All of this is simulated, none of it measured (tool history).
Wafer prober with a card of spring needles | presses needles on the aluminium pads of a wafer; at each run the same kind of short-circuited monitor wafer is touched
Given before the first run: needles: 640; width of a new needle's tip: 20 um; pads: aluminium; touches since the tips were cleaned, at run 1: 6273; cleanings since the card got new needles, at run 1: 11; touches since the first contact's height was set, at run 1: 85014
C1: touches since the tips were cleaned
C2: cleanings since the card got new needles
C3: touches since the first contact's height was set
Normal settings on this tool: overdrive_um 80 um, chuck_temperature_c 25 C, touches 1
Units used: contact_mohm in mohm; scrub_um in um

run 1 hour=0.0 | overdrive_um=80 chuck_temperature_c=25 touches=1 | C1=6273 C2=11 C3=85014 | contact_mohm=230 scrub_um=14.61
-- hour=2.7 tips cleaned on abrasive film
run 2 hour=11.1 | overdrive_um=80 chuck_temperature_c=25 touches=1 | C1=2320 C2=12 C3=88046 | contact_mohm=257 scrub_um=14.45
run 3 hour=25.7 | overdrive_um=80 chuck_temperature_c=40 touches=1 | C1=6360 C2=12 C3=92086 | contact_mohm=246 scrub_um=14.51
-- hour=28.4 tips cleaned on abrasive film
run 4 hour=41.2 | overdrive_um=80 chuck_temperature_c=40 touches=1 | C1=3553 C2=13 C3=96359 | contact_mohm=221 scrub_um=14.36
-- hour=52.8 tips cleaned on abrasive film
run 5 hour=56.9 | overdrive_um=80 chuck_temperature_c=40 touches=1 | C1=1121 C2=14 C3=100660 | contact_mohm=188 scrub_um=14.31
run 6 hour=71.8 | overdrive_um=80 chuck_temperature_c=25 touches=1 | C1=5262 C2=14 C3=104801 | contact_mohm=236 scrub_um=14.27
-- hour=78.2 tips cleaned on abrasive film
-- hour=92.5 tips cleaned on abrasive film, once more
run 7 hour=93.4 | overdrive_um=80 chuck_temperature_c=25 touches=1 | C1=256 C2=16 C3=110725 | contact_mohm=161 scrub_um=14.23
run 8 hour=113.8 | overdrive_um=80 chuck_temperature_c=25 touches=1 | C1=5901 C2=16 C3=116370 | contact_mohm=238 scrub_um=14.35
-- hour=117.6 tips cleaned on abrasive film
run 9 hour=134.7 | overdrive_um=80 chuck_temperature_c=25 touches=2 | C1=4741 C2=17 C3=122116 | contact_mohm=195 scrub_um=14.26
-- hour=142.5 tips cleaned on abrasive film
run 10 hour=152.7 | overdrive_um=80 chuck_temperature_c=25 touches=1 | C1=2806 C2=18 C3=127053 | contact_mohm=210 scrub_um=14.38
-- hour=168.0 tips cleaned on abrasive film
run 11 hour=172.6 | overdrive_um=80 chuck_temperature_c=25 touches=3 | C1=1285 C2=19 C3=132553 | contact_mohm=159 scrub_um=14.13
-- hour=192.8 tips cleaned on abrasive film
run 12 hour=192.8 | overdrive_um=80 chuck_temperature_c=25 touches=3 | C1=0 C2=20 C3=138092 | contact_mohm=144 scrub_um=14.34
run 13 hour=209.2 | overdrive_um=69 chuck_temperature_c=72 touches=1 | C1=4534 C2=20 C3=142626 | contact_mohm=264 scrub_um=12.22
-- hour=218.3 tips cleaned on abrasive film
run 14 hour=230.8 | overdrive_um=80 chuck_temperature_c=36 touches=2 | C1=3465 C2=21 C3=148588 | contact_mohm=195 scrub_um=14.15
-- hour=243.6 tips cleaned on abrasive film
run 15 hour=245.0 | overdrive_um=80 chuck_temperature_c=76 touches=1 | C1=387 C2=22 C3=152478 | contact_mohm=172 scrub_um=14.26
run 16 hour=258.0 | overdrive_um=87 chuck_temperature_c=32 touches=3 | C1=3988 C2=22 C3=156079 | contact_mohm=166 scrub_um=15.58
run 17 hour=267.4 | overdrive_um=62 chuck_temperature_c=83 touches=2 | C1=6581 C2=22 C3=158672 | contact_mohm=247 scrub_um=11.07
-- hour=269.1 tips cleaned on abrasive film
run 18 hour=287.1 | overdrive_um=81 chuck_temperature_c=83 touches=2 | C1=4965 C2=23 C3=164091 | contact_mohm=201 scrub_um=14.32
-- hour=294.2 tips cleaned on abrasive film
run 19 hour=307.1 | overdrive_um=81 chuck_temperature_c=83 touches=2 | C1=3564 C2=24 C3=169612 | contact_mohm=197 scrub_um=14.30
run 20 hour=317.6 | overdrive_um=64 chuck_temperature_c=83 touches=2 | C1=6472 C2=24 C3=172520 | contact_mohm=239 scrub_um=11.32
-- hour=319.2 tips cleaned on abrasive film
run 21 hour=337.5 | overdrive_um=67 chuck_temperature_c=48 touches=2 | C1=5072 C2=25 C3=177995 | contact_mohm=231 scrub_um=11.74
-- hour=344.0 tips cleaned on abrasive film
run 22 hour=359.3 | overdrive_um=79 chuck_temperature_c=114 touches=3 | C1=4222 C2=26 C3=183988 | contact_mohm=185 scrub_um=14.07
-- hour=369.1 tips cleaned on abrasive film
run 23 hour=380.6 | overdrive_um=79 chuck_temperature_c=114 touches=3 | C1=3176 C2=27 C3=189863 | contact_mohm=184 scrub_um=14.01
-- hour=394.8 tips cleaned on abrasive film
run 24 hour=400.4 | overdrive_um=79 chuck_temperature_c=114 touches=3 | C1=1559 C2=28 C3=195307 | contact_mohm=175 scrub_um=13.93

Alternative continuations, all from the tool just after run 24; predict every row:
run A hour=417.7 | overdrive_um=74 chuck_temperature_c=41 touches=1 | C1=6352 C2=28 C3=200100 | contact_mohm=? scrub_um=?
run B hour=417.7 | overdrive_um=63 chuck_temperature_c=70 touches=2 | C1=6352 C2=28 C3=200100 | contact_mohm=? scrub_um=?
run C hour=417.7 | overdrive_um=79 chuck_temperature_c=114 touches=1 | C1=6352 C2=28 C3=200100 | contact_mohm=? scrub_um=?

run=A contact_mohm=267 scrub_um=13.12
run=B contact_mohm=247 scrub_um=11.12
run=C contact_mohm=249 scrub_um=13.82
With the hidden condition removed and each run's random variation left untouched, the same runs would have given:
run=A contact_mohm=146 scrub_um=13.65
run=B contact_mohm=153 scrub_um=11.65
run=C contact_mohm=155 scrub_um=14.35
